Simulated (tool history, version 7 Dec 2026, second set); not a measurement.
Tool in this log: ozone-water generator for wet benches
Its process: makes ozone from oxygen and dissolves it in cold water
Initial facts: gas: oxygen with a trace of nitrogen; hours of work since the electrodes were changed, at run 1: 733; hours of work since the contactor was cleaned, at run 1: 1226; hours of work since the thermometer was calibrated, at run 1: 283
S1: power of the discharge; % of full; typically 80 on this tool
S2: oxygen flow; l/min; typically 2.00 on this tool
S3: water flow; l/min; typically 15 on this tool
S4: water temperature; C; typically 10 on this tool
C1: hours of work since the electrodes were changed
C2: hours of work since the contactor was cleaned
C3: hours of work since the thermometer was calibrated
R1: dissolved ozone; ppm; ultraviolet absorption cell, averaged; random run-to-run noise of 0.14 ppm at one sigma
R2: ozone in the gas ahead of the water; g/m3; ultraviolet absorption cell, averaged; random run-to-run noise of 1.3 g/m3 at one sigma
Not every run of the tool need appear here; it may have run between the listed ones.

run 1 day=0.000 | S1=80 S2=2.00 S3=15 S4=10 | C1=733 C2=1226 C3=283 | R1=17.2 R2=237.5
run 2 day=5.083 | S1=80 S2=2.00 S3=23 S4=10 | C1=808 C2=1301 C3=358 | R1=11.0 R2=233.9
run 3 day=10.196 | S1=80 S2=2.00 S3=15 S4=10 | C1=883 C2=1377 C3=434 | R1=17.1 R2=235.8
run 4 day=14.029 | S1=80 S2=2.00 S3=15 S4=10 | C1=940 C2=1433 C3=490 | R1=17.2 R2=234.1
run 5 day=18.383 | S1=80 S2=2.00 S3=15 S4=10 | C1=1004 C2=1497 C3=554 | R1=17.2 R2=234.7
run 6 day=20.754 | S1=80 S2=2.00 S3=15 S4=10 | C1=1039 C2=1532 C3=589 | R1=17.4 R2=236.6
run 7 day=24.108 | S1=80 S2=2.00 S3=15 S4=10 | C1=1088 C2=1582 C3=639 | R1=17.1 R2=233.5
run 8 day=29.808 | S1=80 S2=2.00 S3=15 S4=10 | C1=1172 C2=1665 C3=723 | R1=16.9 R2=235.8
run 9 day=33.896 | S1=80 S2=2.00 S3=15 S4=6 | C1=1233 C2=1726 C3=783 | R1=17.4 R2=233.9
-- day=34.300 contactor cleaned
run 10 day=38.429 | S1=80 S2=2.00 S3=22 S4=10 | C1=1297 C2=61 C3=847 | R1=11.3 R2=234.9
run 11 day=42.258 | S1=80 S2=2.00 S3=22 S4=10 | C1=1353 C2=117 C3=903 | R1=11.1 R2=235.3
run 12 day=46.379 | S1=54 S2=2.00 S3=22 S4=10 | C1=1414 C2=178 C3=964 | R1=9.3 R2=192.0
run 13 day=51.150 | S1=54 S2=2.00 S3=22 S4=10 | C1=1484 C2=248 C3=1034 | R1=9.0 R2=190.6
-- day=53.367 contactor cleaned, once more
run 14 day=56.604 | S1=80 S2=3.45 S3=15 S4=10 | C1=1562 C2=48 C3=1112 | R1=21.3 R2=199.7
run 15 day=60.033 | S1=80 S2=3.45 S3=15 S4=10 | C1=1613 C2=98 C3=1163 | R1=21.0 R2=196.9
run 16 day=64.592 | S1=80 S2=3.45 S3=15 S4=10 | C1=1680 C2=165 C3=1230 | R1=21.4 R2=197.7
run 17 day=68.008 | S1=80 S2=3.45 S3=15 S4=10 | C1=1730 C2=216 C3=1280 | R1=21.3 R2=196.6
run 18 day=71.129 | S1=80 S2=3.45 S3=15 S4=10 | C1=1776 C2=262 C3=1326 | R1=21.1 R2=196.5
run 19 day=74.133 | S1=45 S2=2.00 S3=17 S4=11 | C1=1820 C2=306 C3=1370 | R1=11.0 R2=171.2
run 20 day=76.654 | S1=59 S2=2.00 S3=12 S4=6 | C1=1858 C2=343 C3=1408 | R1=18.5 R2=197.8
run 21 day=81.575 | S1=59 S2=2.00 S3=12 S4=6 | C1=1930 C2=416 C3=1480 | R1=18.6 R2=199.2
run 22 day=85.138 | S1=80 S2=1.41 S3=15 S4=15 | C1=1982 C2=468 C3=1533 | R1=13.6 R2=256.8
run 23 day=89.092 | S1=80 S2=1.41 S3=15 S4=15 | C1=2041 C2=526 C3=1591 | R1=13.5 R2=256.7
run 24 day=94.596 | S1=80 S2=1.41 S3=15 S4=15 | C1=2122 C2=607 C3=1672 | R1=13.9 R2=258.6
run 25 day=98.425 | S1=84 S2=2.52 S3=13 S4=10 | C1=2178 C2=664 C3=1728 | R1=21.8 R2=220.5
run 26 day=101.500 | S1=74 S2=1.17 S3=9 S4=11 | C1=2224 C2=709 C3=1774 | R1=20.4 R2=261.2
run 27 day=105.579 | S1=74 S2=1.57 S3=13 S4=6 | C1=2284 C2=769 C3=1834 | R1=17.0 R2=238.2
run 28 day=107.925 | S1=74 S2=1.57 S3=13 S4=6 | C1=2318 C2=804 C3=1868 | R1=16.8 R2=237.5
run 29 day=111.404 | S1=50 S2=2.00 S3=15 S4=7 | C1=2369 C2=855 C3=1920 | R1=13.6 R2=180.9
run 30 day=114.833 | S1=89 S2=1.08 S3=13 S4=7 | C1=2420 C2=905 C3=1970 | R1=15.3 R2=292.5
run 31 day=119.783 | S1=80 S2=2.16 S3=15 S4=10 | C1=2493 C2=978 C3=2043 | R1=17.3 R2=222.2
run 32 day=122.483 | S1=80 S2=2.16 S3=15 S4=10 | C1=2533 C2=1018 C3=2083 | R1=17.4 R2=225.1
run 33 day=127.421 | S1=52 S2=2.60 S3=14 S4=10 | C1=2605 C2=1091 C3=2156 | R1=15.8 R2=169.2

Predict each of these 4 candidate next runs independently; none follows another, all start after run 33:
run A day=132.608 | S1=70 S2=2.00 S3=15 S4=6 | C1=2682 C2=1167 C3=2232 | R1=? R2=?
run B day=132.608 | S1=80 S2=2.00 S3=15 S4=13 | C1=2682 C2=1167 C3=2232 | R1=? R2=?
run C day=132.608 | S1=76 S2=2.60 S3=11 S4=14 | C1=2682 C2=1167 C3=2232 | R1=? R2=?
run D day=132.608 | S1=52 S2=3.07 S3=14 S4=5 | C1=2682 C2=1167 C3=2232 | R1=? R2=?

run=A R1=16.0 R2=211.7
run=B R1=16.4 R2=228.7
run=C R1=22.2 R2=207.3
run=D R1=17.8 R2=161.8
Without the tool's hidden state the same runs would have given:
run=A R1=17.1 R2=221.3
run=B R1=17.6 R2=239.9
run=C R1=23.8 R2=217.1
run=D R1=19.0 R2=167.9
